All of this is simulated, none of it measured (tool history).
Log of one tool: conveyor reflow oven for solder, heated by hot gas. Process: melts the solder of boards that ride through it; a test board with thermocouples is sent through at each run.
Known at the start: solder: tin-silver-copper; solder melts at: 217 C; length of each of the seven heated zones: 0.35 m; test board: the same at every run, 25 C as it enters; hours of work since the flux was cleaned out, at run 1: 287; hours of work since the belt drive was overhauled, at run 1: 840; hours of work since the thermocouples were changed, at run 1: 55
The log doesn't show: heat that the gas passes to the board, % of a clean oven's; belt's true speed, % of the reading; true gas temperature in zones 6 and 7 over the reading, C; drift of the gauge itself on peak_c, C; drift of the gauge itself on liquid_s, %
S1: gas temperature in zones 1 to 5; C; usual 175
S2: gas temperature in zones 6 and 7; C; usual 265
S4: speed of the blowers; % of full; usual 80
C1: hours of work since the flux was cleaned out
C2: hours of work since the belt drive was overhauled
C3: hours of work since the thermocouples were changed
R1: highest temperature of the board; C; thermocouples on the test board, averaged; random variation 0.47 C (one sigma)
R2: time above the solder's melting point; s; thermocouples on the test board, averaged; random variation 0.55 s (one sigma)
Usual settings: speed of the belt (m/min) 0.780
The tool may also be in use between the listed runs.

Run 1, hour 0.0: usual settings; C1 287; C2 840; C3 55. Result: R1 248.4 C, R2 38.3 s.
Run 2, hour 31.1: usual settings but S1 190 C; C1 304; C2 857; C3 72. Result: R1 251.0 C, R2 43.7 s.
Run 3, hour 75.8: usual settings but S1 190 C; C1 329; C2 881; C3 96. Result: R1 250.1 C, R2 44.5 s.
Run 4, hour 129.2: usual settings but S1 190 C; C1 358; C2 911; C3 126. Result: R1 249.6 C, R2 43.5 s.
Run 5, hour 186.4: usual settings but S1 190 C; C1 389; C2 942; C3 157. Result: R1 249.3 C, R2 43.1 s.
Run 6, hour 239.8: usual settings; C1 419; C2 971; C3 187. Result: R1 246.9 C, R2 37.3 s.
At hour 247.9: belt drive overhauled, speed set with a stopwatch.
Run 7, hour 300.7: usual settings but S1 173 C; C1 450; C2 29; C3 218. Result: R1 245.9 C, R2 36.2 s.
At hour 314.8: flux residue cleaned out of gas plates and filters.
Run 8, hour 362.5: usual settings but S1 180 C; C1 26; C2 60; C3 249. Result: R1 251.4 C, R2 41.7 s.
Run 9, hour 400.3: usual settings but S1 180 C; C1 47; C2 81; C3 270. Result: R1 251.8 C, R2 41.9 s.
Run 10, hour 446.1: usual settings but S1 166 C; C1 72; C2 106; C3 295. Result: R1 248.6 C, R2 37.0 s.
Run 11, hour 472.9: usual settings but S1 179 C, S2 256 C, speed of the belt (m/min) 0.723, S4 66 % of full; C1 87; C2 121; C3 310. Result: R1 242.5 C, R2 39.1 s.
At hour 501.6: belt drive overhauled, speed set with a stopwatch, once more.
Run 12, hour 525.6: usual settings but S2 277 C, speed of the belt (m/min) 0.665, S4 61 % of full; C1 114; C2 13; C3 337. Result: R1 259.2 C, R2 50.5 s.

Forecast run 13:
Run 13, hour 560.2: usual settings but S2 277 C, speed of the belt (m/min) 0.665, S4 61 % of full; C1 133; C2 32; C3 356. Result: R1 ?, R2 ?.

Run 13 gave R1 258.8 C, R2 50.0 s.
Without the tool's hidden state the same run would have given R1 260.9 C, R2 51.1 s.
